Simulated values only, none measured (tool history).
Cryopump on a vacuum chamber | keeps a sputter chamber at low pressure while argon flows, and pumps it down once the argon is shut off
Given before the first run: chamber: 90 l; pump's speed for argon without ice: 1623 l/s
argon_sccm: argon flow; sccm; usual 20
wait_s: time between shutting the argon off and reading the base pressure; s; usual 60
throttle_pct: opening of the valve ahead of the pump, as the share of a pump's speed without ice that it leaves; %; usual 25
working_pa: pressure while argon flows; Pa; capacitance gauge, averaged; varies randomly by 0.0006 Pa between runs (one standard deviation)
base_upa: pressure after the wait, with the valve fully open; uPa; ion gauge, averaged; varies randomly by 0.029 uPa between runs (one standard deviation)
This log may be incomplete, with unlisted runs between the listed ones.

run	hour	argon_sccm	wait_s	throttle_pct	working_pa	base_upa
1	0.0	20	60	25	0.0850	2.66
2	50.7	20	60	25	0.0872	2.61
3	108.8	20	60	25	0.0867	2.60
4	164.6	20	60	25	0.0864	2.76
5	209.9	9	60	25	0.0393	2.71
6	244.8	20	60	36	0.0621	2.78
7	304.4	20	60	36	0.0613	2.74
8	345.4	20	60	25	0.0870	2.87
9	374.8	20	60	25	0.0885	2.88
# hour 391.3: leaking fittings of the chamber tightened, without venting
10	419.7	20	60	25	0.0876	1.47
11	451.0	10	149	27	0.0414	0.73
# hour 467.6: pump warmed up, emptied and cooled again
12	494.3	10	149	27	0.0386	0.74
13	538.9	10	149	27	0.0392	0.75
14	602.7	15	111	25	0.0640	0.97
15	648.4	15	111	55	0.0291	1.00
16	690.9	15	111	55	0.0289	1.00
17	729.3	20	60	39	0.0548	1.58
18	770.4	22	34	35	0.0670	2.57
19	810.8	22	34	35	0.0677	2.61
20	869.8	22	34	35	0.0682	2.52

Here are 5 independent what-if runs from the current tool condition. What would each one return?
A	920.7	23	60	25	?	?
B	920.7	9	34	46	?	?
C	920.7	12	26	35	?	?
D	920.7	16	34	33	?	?
E	920.7	35	34	55	?	?

run	working_pa	base_upa
A	0.0985	1.74
B	0.0217	2.51
C	0.0363	3.20
D	0.0519	2.60
E	0.0701	2.57
Take away the tool's hidden state, keep each run's random variation, and the runs would have read:
run	working_pa	base_upa
A	0.0962	1.43
B	0.0208	2.21
C	0.0351	2.89
D	0.0503	2.30
E	0.0665	2.27

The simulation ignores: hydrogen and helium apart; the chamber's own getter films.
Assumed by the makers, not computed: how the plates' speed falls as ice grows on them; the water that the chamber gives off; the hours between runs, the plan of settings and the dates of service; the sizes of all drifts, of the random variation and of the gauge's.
